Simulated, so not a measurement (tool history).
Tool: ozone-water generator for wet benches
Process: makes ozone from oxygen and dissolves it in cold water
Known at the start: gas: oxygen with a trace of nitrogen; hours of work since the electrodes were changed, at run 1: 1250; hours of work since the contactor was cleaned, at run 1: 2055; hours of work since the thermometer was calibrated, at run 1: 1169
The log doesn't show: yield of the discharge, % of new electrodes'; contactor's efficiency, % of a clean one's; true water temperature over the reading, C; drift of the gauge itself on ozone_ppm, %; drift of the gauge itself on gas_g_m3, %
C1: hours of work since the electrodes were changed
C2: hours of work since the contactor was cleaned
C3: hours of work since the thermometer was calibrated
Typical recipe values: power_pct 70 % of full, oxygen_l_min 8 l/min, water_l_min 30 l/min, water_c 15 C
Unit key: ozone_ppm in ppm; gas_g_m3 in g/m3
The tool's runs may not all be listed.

{"run": 1, "hour": 0.0, "power_pct": 70, "oxygen_l_min": 8, "water_l_min": 30, "water_c": 15, "C1": 1250, "C2": 2055, "C3": 1169, "ozone_ppm": 25, "gas_g_m3": 200.8}
{"run": 2, "hour": 46.4, "power_pct": 70, "oxygen_l_min": 8, "water_l_min": 30, "water_c": 15, "C1": 1281, "C2": 2086, "C3": 1200, "ozone_ppm": 24.8, "gas_g_m3": 197.1}
{"run": 3, "hour": 104.6, "power_pct": 70, "oxygen_l_min": 8, "water_l_min": 30, "water_c": 15, "C1": 1320, "C2": 2125, "C3": 1239, "ozone_ppm": 24.8, "gas_g_m3": 199.8}
{"run": 4, "hour": 143.4, "power_pct": 70, "oxygen_l_min": 8, "water_l_min": 38, "water_c": 15, "C1": 1346, "C2": 2151, "C3": 1265, "ozone_ppm": 21.3, "gas_g_m3": 201.2}
{"run": 5, "hour": 173.3, "power_pct": 70, "oxygen_l_min": 8, "water_l_min": 38, "water_c": 15, "C1": 1366, "C2": 2171, "C3": 1285, "ozone_ppm": 20.9, "gas_g_m3": 198.9}
{"run": 6, "hour": 200.7, "power_pct": 70, "oxygen_l_min": 8, "water_l_min": 30, "water_c": 15, "C1": 1385, "C2": 2189, "C3": 1304, "ozone_ppm": 25, "gas_g_m3": 198.1}
{"run": 7, "hour": 241.8, "power_pct": 70, "oxygen_l_min": 8, "water_l_min": 30, "water_c": 15, "C1": 1412, "C2": 2217, "C3": 1331, "ozone_ppm": 25.1, "gas_g_m3": 198.5}
{"run": 8, "hour": 297.1, "power_pct": 70, "oxygen_l_min": 8, "water_l_min": 30, "water_c": 15, "C1": 1449, "C2": 2254, "C3": 1368, "ozone_ppm": 25.1, "gas_g_m3": 198.4}
{"run": 9, "hour": 353.4, "power_pct": 70, "oxygen_l_min": 5.61, "water_l_min": 23, "water_c": 14, "C1": 1487, "C2": 2291, "C3": 1406, "ozone_ppm": 28.7, "gas_g_m3": 227.1}
{"run": 10, "hour": 409.2, "power_pct": 70, "oxygen_l_min": 8.58, "water_l_min": 31, "water_c": 14, "C1": 1524, "C2": 2329, "C3": 1443, "ozone_ppm": 25.1, "gas_g_m3": 193.6}
{"run": 11, "hour": 437.2, "power_pct": 49, "oxygen_l_min": 8.66, "water_l_min": 30, "water_c": 14, "C1": 1543, "C2": 2347, "C3": 1462, "ozone_ppm": 19.9, "gas_g_m3": 148.4}
{"run": 12, "hour": 504.0, "power_pct": 49, "oxygen_l_min": 8.66, "water_l_min": 30, "water_c": 14, "C1": 1588, "C2": 2392, "C3": 1507, "ozone_ppm": 19.8, "gas_g_m3": 148.3}
{"run": 13, "hour": 558.1, "power_pct": 70, "oxygen_l_min": 13.93, "water_l_min": 36, "water_c": 15, "C1": 1624, "C2": 2428, "C3": 1543, "ozone_ppm": 24.4, "gas_g_m3": 161}
{"run": 14, "hour": 617.9, "power_pct": 70, "oxygen_l_min": 13.93, "water_l_min": 36, "water_c": 15, "C1": 1664, "C2": 2468, "C3": 1583, "ozone_ppm": 24.2, "gas_g_m3": 160.6}

Forecast each of these 4 alternatives for the next run:
{"run": "A", "hour": 645.7, "power_pct": 44, "oxygen_l_min": 13.93, "water_l_min": 26, "water_c": 23, "C1": 1683, "C2": 2487, "C3": 1601, "ozone_ppm": "?", "gas_g_m3": "?"}
{"run": "B", "hour": 645.7, "power_pct": 41, "oxygen_l_min": 13.93, "water_l_min": 36, "water_c": 15, "C1": 1683, "C2": 2487, "C3": 1601, "ozone_ppm": "?", "gas_g_m3": "?"}
{"run": "C", "hour": 645.7, "power_pct": 70, "oxygen_l_min": 4.22, "water_l_min": 38, "water_c": 15, "C1": 1683, "C2": 2487, "C3": 1601, "ozone_ppm": "?", "gas_g_m3": "?"}
{"run": "D", "hour": 645.7, "power_pct": 70, "oxygen_l_min": 8, "water_l_min": 30, "water_c": 13, "C1": 1683, "C2": 2487, "C3": 1601, "ozone_ppm": "?", "gas_g_m3": "?"}

run=A ozone_ppm=17.7 gas_g_m3=115.8
run=B ozone_ppm=16.3 gas_g_m3=109.1
run=C ozone_ppm=16.8 gas_g_m3=249.4
run=D ozone_ppm=25.7 gas_g_m3=195.2
What these runs would have given with no unlogged condition in the tool:
run=A ozone_ppm=18.6 gas_g_m3=119.7
run=B ozone_ppm=17 gas_g_m3=112.5
run=C ozone_ppm=17.9 gas_g_m3=262.2
run=D ozone_ppm=27.3 gas_g_m3=205.3
